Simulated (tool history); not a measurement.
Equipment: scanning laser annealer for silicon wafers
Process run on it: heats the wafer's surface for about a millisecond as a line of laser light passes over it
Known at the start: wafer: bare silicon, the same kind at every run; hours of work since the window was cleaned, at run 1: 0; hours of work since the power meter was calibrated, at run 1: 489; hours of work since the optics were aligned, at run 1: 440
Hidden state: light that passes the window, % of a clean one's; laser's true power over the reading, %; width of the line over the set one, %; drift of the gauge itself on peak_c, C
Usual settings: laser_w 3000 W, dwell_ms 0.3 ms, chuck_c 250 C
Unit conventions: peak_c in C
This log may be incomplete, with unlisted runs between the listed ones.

| run | hour | laser_w | dwell_ms | chuck_c | hours of work since the window was cleaned | hours of work since the power meter was calibrated | hours of work since the optics were aligned | peak_c |
|---|---|---|---|---|---|---|---|---|
| 1 | 0 | 3000 | 0.3 | 250 | 0 | 489 | 440 | 1066 |
| 2 | 29.8 | 3000 | 0.3 | 250 | 14 | 503 | 454 | 1065 |
| 3 | 65.2 | 3000 | 0.3 | 250 | 31 | 520 | 471 | 1062 |
| 4 | 103.2 | 3000 | 0.3 | 250 | 50 | 538 | 490 | 1062 |
| 5 | 152.2 | 3000 | 0.3 | 250 | 73 | 562 | 513 | 1061 |
| 6 | 185.8 | 3000 | 0.3 | 250 | 89 | 578 | 529 | 1056 |
| 7 | 211.8 | 3000 | 0.3 | 250 | 102 | 590 | 542 | 1058 |
| 8 | 262.9 | 2692 | 0.3 | 250 | 126 | 615 | 566 | 974 |
| 9 | 292.3 | 2692 | 0.3 | 250 | 140 | 629 | 580 | 975 |
| 10 | 319.7 | 2692 | 0.3 | 250 | 153 | 642 | 593 | 975 |
| 11 | 356.2 | 2692 | 0.335 | 250 | 171 | 660 | 611 | 1011 |
| 12 | 389 | 3000 | 0.3 | 250 | 187 | 675 | 627 | 1051 |
| 13 | 412.5 | 3000 | 0.3 | 250 | 198 | 687 | 638 | 1050 |
| 14 | 441.1 | 3000 | 0.3 | 240 | 212 | 700 | 652 | 1040 |
| 15 | 481.8 | 3000 | 0.3 | 245 | 231 | 720 | 671 | 1046 |
| 16 | 529.7 | 3000 | 0.3 | 245 | 254 | 743 | 694 | 1046 |
| 17 | 571.5 | 3000 | 0.3 | 245 | 274 | 763 | 714 | 1042 |
| 18 | 607.5 | 3000 | 0.3 | 245 | 291 | 780 | 732 | 1041 |
| 19 | 637.2 | 3000 | 0.3 | 245 | 306 | 795 | 746 | 1038 |
| 20 | 680.2 | 3000 | 0.3 | 245 | 326 | 815 | 766 | 1041 |
| 21 | 709 | 2882 | 0.329 | 260 | 340 | 829 | 780 | 1055 |
| 22 | 751.7 | 2882 | 0.329 | 260 | 361 | 849 | 801 | 1057 |
| 23 | 786.3 | 3025 | 0.3 | 250 | 377 | 866 | 817 | 1048 |
| 24 | 824.6 | 3025 | 0.3 | 250 | 396 | 884 | 836 | 1043 |
| 25 | 874.5 | 3025 | 0.3 | 250 | 420 | 908 | 860 | 1041 |
| 26 | 921.3 | 2595 | 0.33 | 243 | 442 | 931 | 882 | 954 |
| 27 | 977.6 | 3118 | 0.226 | 233 | 469 | 958 | 909 | 944 |
| 28 | 1017.4 | 3000 | 0.293 | 242 | 488 | 977 | 928 | 1014 |
| 29 | 1042.2 | 3196 | 0.3 | 250 | 500 | 989 | 940 | 1076 |
| 30 | 1089.5 | 2747 | 0.289 | 250 | 523 | 1012 | 963 | 951 |
| 31 | 1116.2 | 2996 | 0.256 | 280 | 536 | 1024 | 976 | 1003 |
| 32 | 1140.8 | 2996 | 0.256 | 280 | 547 | 1036 | 987 | 1002 |
|  | 1155 | window over the wafer cleaned |
|  | 1183.1 | optics aligned, line set to its width |
| 33 | 1199.7 | 3276 | 0.379 | 250 | 19 | 1061 | 8 | 1240 |

Run 34 has not been measured yet. What should we expect?
| 34 | 1253.4 | 2685 | 0.322 | 250 | 45 | 1087 | 34 | ? |

{"run 34": {"peak_c": 1005}}
Take away the tool's hidden state, keep the run-to-run variation as it was, and the same run would have given peak_c 1017 C.

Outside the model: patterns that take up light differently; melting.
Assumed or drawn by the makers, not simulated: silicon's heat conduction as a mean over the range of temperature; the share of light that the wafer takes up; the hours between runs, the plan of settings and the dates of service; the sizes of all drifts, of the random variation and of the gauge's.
